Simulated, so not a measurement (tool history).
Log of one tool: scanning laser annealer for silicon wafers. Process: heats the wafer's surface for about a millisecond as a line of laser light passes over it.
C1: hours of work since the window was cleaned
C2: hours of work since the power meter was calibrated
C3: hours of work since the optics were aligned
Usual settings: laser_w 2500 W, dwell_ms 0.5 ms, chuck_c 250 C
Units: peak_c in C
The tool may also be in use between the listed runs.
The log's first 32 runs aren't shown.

{"run": 33, "hour": 1909.7, "laser_w": 2326, "dwell_ms": 0.401, "chuck_c": 218, "C1": 483, "C2": 2320, "C3": 109, "peak_c": 841}
{"run": 34, "hour": 1976.3, "laser_w": 2561, "dwell_ms": 0.377, "chuck_c": 225, "C1": 511, "C2": 2348, "C3": 137, "peak_c": 886}
{"run": 35, "hour": 2051.2, "laser_w": 2671, "dwell_ms": 0.412, "chuck_c": 233, "C1": 543, "C2": 2380, "C3": 169, "peak_c": 946}
{"run": 36, "hour": 2093.9, "laser_w": 2615, "dwell_ms": 0.412, "chuck_c": 233, "C1": 562, "C2": 2398, "C3": 188, "peak_c": 934}
{"run": 37, "hour": 2134.6, "laser_w": 2615, "dwell_ms": 0.412, "chuck_c": 233, "C1": 579, "C2": 2416, "C3": 205, "peak_c": 934}
{"run": 38, "hour": 2185.1, "laser_w": 2615, "dwell_ms": 0.412, "chuck_c": 232, "C1": 600, "C2": 2437, "C3": 227, "peak_c": 934}
{"run": 39, "hour": 2236.1, "laser_w": 2500, "dwell_ms": 0.406, "chuck_c": 250, "C1": 622, "C2": 2459, "C3": 248, "peak_c": 914}
{"run": 40, "hour": 2314.6, "laser_w": 2135, "dwell_ms": 0.399, "chuck_c": 221, "C1": 656, "C2": 2493, "C3": 282, "peak_c": 793}
{"run": 41, "hour": 2362.1, "laser_w": 2266, "dwell_ms": 0.399, "chuck_c": 221, "C1": 676, "C2": 2513, "C3": 302, "peak_c": 827}

3 ways to go on from here, each from the tool as it stands after run 41. What would each give?
{"run": "A", "hour": 2398.8, "laser_w": 2323, "dwell_ms": 0.478, "chuck_c": 234, "C1": 692, "C2": 2528, "C3": 318, "peak_c": "?"}
{"run": "B", "hour": 2398.8, "laser_w": 2241, "dwell_ms": 0.558, "chuck_c": 274, "C1": 692, "C2": 2528, "C3": 318, "peak_c": "?"}
{"run": "C", "hour": 2398.8, "laser_w": 2567, "dwell_ms": 0.384, "chuck_c": 215, "C1": 692, "C2": 2528, "C3": 318, "peak_c": "?"}

run=A peak_c=906
run=B peak_c=970
run=C peak_c=883
Without the tool's hidden state the same runs would have given:
run=A peak_c=907
run=B peak_c=970
run=C peak_c=884
